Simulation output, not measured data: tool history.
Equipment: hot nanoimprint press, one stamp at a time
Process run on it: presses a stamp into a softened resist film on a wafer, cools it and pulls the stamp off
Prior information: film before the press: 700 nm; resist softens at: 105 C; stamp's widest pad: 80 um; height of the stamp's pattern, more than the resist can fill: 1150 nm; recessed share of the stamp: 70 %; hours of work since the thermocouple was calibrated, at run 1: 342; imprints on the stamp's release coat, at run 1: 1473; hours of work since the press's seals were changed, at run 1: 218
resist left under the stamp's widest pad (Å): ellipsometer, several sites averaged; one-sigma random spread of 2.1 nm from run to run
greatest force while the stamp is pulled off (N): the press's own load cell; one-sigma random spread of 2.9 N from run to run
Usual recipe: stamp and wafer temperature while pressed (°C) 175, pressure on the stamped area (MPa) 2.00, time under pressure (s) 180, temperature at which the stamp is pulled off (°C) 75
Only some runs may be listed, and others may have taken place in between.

| run | hour | stamp and wafer temperature while pressed (°C) | pressure on the stamped area (MPa) | time under pressure (s) | temperature at which the stamp is pulled off (°C) | hours of work since the thermocouple was calibrated | imprints on the stamp's release coat | hours of work since the press's seals were changed | resist left under the stamp's widest pad (Å) | greatest force while the stamp is pulled off (N) |
|---|---|---|---|---|---|---|---|---|---|---|
| 1 | 0.0 | 175 | 2.00 | 180 | 75 | 342 | 1473 | 218 | 3544 | 197 |
| 2 | 32.4 | 175 | 2.00 | 180 | 75 | 356 | 1547 | 232 | 3568 | 203 |
| 3 | 76.3 | 175 | 2.00 | 180 | 75 | 375 | 1648 | 251 | 3572 | 193 |
| 4 | 121.7 | 168 | 2.00 | 180 | 75 | 394 | 1752 | 270 | 4362 | 206 |
|  | 154.9 | stamp cleaned and given a new release coat |
| 5 | 162.8 | 175 | 2.91 | 180 | 75 | 410 | 18 | 285 | 2975 | 143 |
| 6 | 186.6 | 174 | 2.00 | 180 | 75 | 420 | 73 | 296 | 3706 | 149 |
| 7 | 221.5 | 175 | 2.00 | 180 | 75 | 435 | 153 | 311 | 3607 | 139 |
| 8 | 268.4 | 171 | 2.00 | 180 | 75 | 455 | 260 | 331 | 4033 | 147 |
| 9 | 314.9 | 164 | 2.00 | 180 | 75 | 475 | 367 | 351 | 4982 | 151 |
|  | 341.0 | plate thermocouple calibrated |
| 10 | 342.9 | 164 | 2.00 | 180 | 75 | 1 | 425 | 362 | 4686 | 152 |
| 11 | 370.2 | 164 | 1.54 | 180 | 75 | 13 | 487 | 374 | 5090 | 151 |
| 12 | 407.2 | 164 | 1.54 | 180 | 75 | 29 | 572 | 390 | 5200 | 158 |
| 13 | 437.0 | 172 | 2.00 | 119 | 81 | 42 | 640 | 403 | 4256 | 144 |
| 14 | 470.1 | 175 | 1.62 | 182 | 75 | 56 | 716 | 417 | 3827 | 162 |
| 15 | 491.4 | 175 | 2.27 | 180 | 75 | 65 | 765 | 427 | 3245 | 165 |
| 16 | 534.4 | 175 | 2.27 | 180 | 75 | 84 | 864 | 445 | 3233 | 170 |
| 17 | 555.4 | 175 | 1.39 | 180 | 75 | 93 | 912 | 454 | 4142 | 170 |
| 18 | 604.9 | 172 | 3.13 | 140 | 64 | 114 | 1025 | 476 | 3338 | 208 |
| 19 | 652.0 | 164 | 2.00 | 197 | 75 | 135 | 1133 | 496 | 4666 | 183 |
| 20 | 675.0 | 175 | 1.78 | 180 | 69 | 145 | 1186 | 506 | 3711 | 200 |
| 21 | 704.5 | 175 | 1.78 | 180 | 69 | 157 | 1254 | 519 | 3720 | 204 |
| 22 | 736.5 | 187 | 1.78 | 180 | 71 | 171 | 1327 | 533 | 2649 | 201 |
| 23 | 778.6 | 187 | 1.78 | 180 | 71 | 190 | 1424 | 551 | 2693 | 203 |

Predict each of these 4 candidate next runs independently; none follows another, all start after run 23:
| A | 811.3 | 175 | 1.62 | 180 | 72 | 204 | 1499 | 565 | ? | ? |
| B | 811.3 | 178 | 2.00 | 180 | 75 | 204 | 1499 | 565 | ? | ? |
| C | 811.3 | 175 | 1.82 | 180 | 78 | 204 | 1499 | 565 | ? | ? |
| D | 811.3 | 175 | 1.87 | 174 | 64 | 204 | 1499 | 565 | ? | ? |

| run | resist left under the stamp's widest pad (Å) | greatest force while the stamp is pulled off (N) |
|---|---|---|
| A | 3908 | 203 |
| B | 3237 | 198 |
| C | 3654 | 183 |
| D | 3658 | 232 |
Had the tool no hidden state, the same runs would have come out as:
| run | resist left under the stamp's widest pad (Å) | greatest force while the stamp is pulled off (N) |
|---|---|---|
| A | 3803 | 142 |
| B | 3134 | 138 |
| C | 3547 | 128 |
| D | 3549 | 162 |
